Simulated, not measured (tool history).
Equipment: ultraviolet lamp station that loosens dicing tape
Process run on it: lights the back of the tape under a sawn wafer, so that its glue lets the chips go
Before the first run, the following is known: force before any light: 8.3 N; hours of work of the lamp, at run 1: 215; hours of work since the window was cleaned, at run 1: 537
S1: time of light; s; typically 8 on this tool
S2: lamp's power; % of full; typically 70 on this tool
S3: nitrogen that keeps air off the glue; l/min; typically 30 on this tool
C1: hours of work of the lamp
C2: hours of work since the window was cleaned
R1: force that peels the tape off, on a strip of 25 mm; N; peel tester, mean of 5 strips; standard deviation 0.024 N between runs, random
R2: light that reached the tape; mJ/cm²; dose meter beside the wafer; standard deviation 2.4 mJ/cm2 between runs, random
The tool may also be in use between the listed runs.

| run | hour | S1 | S2 | S3 | C1 | C2 | R1 | R2 |
|---|---|---|---|---|---|---|---|---|
| 1 | 0.0 | 8 | 70 | 30 | 215 | 537 | 1.607 | 223 |
| 2 | 8.4 | 8 | 70 | 30 | 221 | 543 | 1.639 | 222 |
| 3 | 14.8 | 8 | 70 | 30 | 225 | 547 | 1.604 | 226 |
| 4 | 27.0 | 8 | 70 | 30 | 233 | 555 | 1.670 | 223 |
| 5 | 35.3 | 8 | 70 | 30 | 239 | 561 | 1.606 | 223 |
| 6 | 48.8 | 8 | 70 | 30 | 249 | 570 | 1.683 | 220 |
| 7 | 56.0 | 8 | 70 | 30 | 253 | 575 | 1.710 | 216 |
| 8 | 67.2 | 8 | 70 | 30 | 261 | 583 | 1.591 | 217 |
| 9 | 78.3 | 7 | 78 | 24 | 269 | 591 | 1.913 | 213 |
| 10 | 86.5 | 7 | 78 | 24 | 274 | 596 | 1.879 | 212 |
| 11 | 94.7 | 7 | 84 | 10 | 280 | 602 | 2.478 | 225 |
| 12 | 109.2 | 7 | 84 | 10 | 290 | 612 | 2.474 | 231 |
| 13 | 116.3 | 5 | 85 | 13 | 295 | 617 | 3.348 | 164 |

How would selected steps in R1 from run to run divide? Give the signed amount a tool lacking its hidden state would still show from settings, what came in and random variation, and the signed amount left for the hidden state, including any gauge scatter that is not in both of the compared results.
Unlogged tool condition in this case: lamp's light, % of a new lamp's; light that the window lets through, % of a clean one's; drift of the gauge itself on peel_n, %; drift of the gauge itself on dose_mj_cm2, %.
Run 12 -> 13: S1 7 -> 5, S2 84 -> 85, S3 10 -> 13. R1 +0.874 N: hidden state +0.092, all else +0.782.

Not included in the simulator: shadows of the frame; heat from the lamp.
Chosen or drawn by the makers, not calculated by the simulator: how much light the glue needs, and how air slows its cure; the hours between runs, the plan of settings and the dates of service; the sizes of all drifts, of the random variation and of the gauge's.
